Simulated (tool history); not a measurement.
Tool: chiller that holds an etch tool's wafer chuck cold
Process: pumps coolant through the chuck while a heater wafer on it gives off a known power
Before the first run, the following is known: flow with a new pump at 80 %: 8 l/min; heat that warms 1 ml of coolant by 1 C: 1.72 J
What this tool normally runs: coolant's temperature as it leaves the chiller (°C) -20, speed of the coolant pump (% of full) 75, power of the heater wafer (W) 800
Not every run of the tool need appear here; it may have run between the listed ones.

run,hour,coolant's temperature as it leaves the chiller (°C),speed of the coolant pump (% of full),power of the heater wafer (W),chuck's temperature once it has settled (°C),how much warmer the coolant comes back (C)
1,0,-20,75,800,-12.9,4.13
2,159.4,-21,75,800,-14.1,4.14
3,308.5,-21,75,800,-13.8,4.16
4,456.6,-21,75,800,-13.7,4.12
5,524.4,-20,75,800,-12.7,4.13
6,619.7,-13,75,800,-5.5,4.1
7,735.8,-13,75,555,-7.5,2.85
# hour 846.3: chiller's thermometer calibrated
8,846.3,-20,75,800,-13.1,4.21
9,941.4,-20,75,800,-13.3,4.19
10,1034.4,-20,75,800,-13.3,4.21
11,1108.2,-20,75,800,-13.1,4.22
12,1188.8,-20,75,731,-13.7,3.83
13,1308,-20,75,731,-13.8,3.87
14,1422.3,-20,88,800,-13.8,3.53
15,1507.9,-20,88,800,-13.7,3.54
16,1593.3,-20,78,800,-13.1,4.12
17,1661,-17,97,800,-11.2,3.2
18,1775.7,-17,97,800,-11,3.27
19,1918,-12,75,629,-6.3,3.4
20,2057.1,-12,75,629,-6.3,3.42
21,2183.6,-15,71,1112,-4.4,6.36
22,2324.8,-13,89,1036,-4.7,4.68
23,2417.7,-20,77,800,-12.8,4.23
24,2571.8,-11,66,800,-2.9,4.97
25,2667.4,-11,66,800,-2.8,5.03
26,2773.8,-11,66,800,-2.6,5.09
27,2840.2,-13,66,429,-8.5,2.68
28,2968.9,-25,74,1126,-14.7,6.31
29,3069.7,-20,60,516,-14.2,3.59
30,3176,-20,77,516,-14.9,2.72
31,3304.1,-20,77,516,-15,2.76

Here are 4 independent what-if runs from the current tool condition. What would each one return?
A,3418.9,-16,63,1029,?,?
B,3418.9,-29,61,601,?,?
C,3418.9,-20,70,933,?,?
D,3418.9,-20,75,1053,?,?

run,chuck's temperature once it has settled (°C),how much warmer the coolant comes back (C)
A,-4.9,6.85
B,-22.1,4.09
C,-10.7,5.58
D,-10,5.83
Without the tool's unlogged condition, the same runs would have read:
run,chuck's temperature once it has settled (°C),how much warmer the coolant comes back (C)
A,-7.1,5.78
B,-23.6,3.44
C,-12.5,4.7
D,-12,4.92
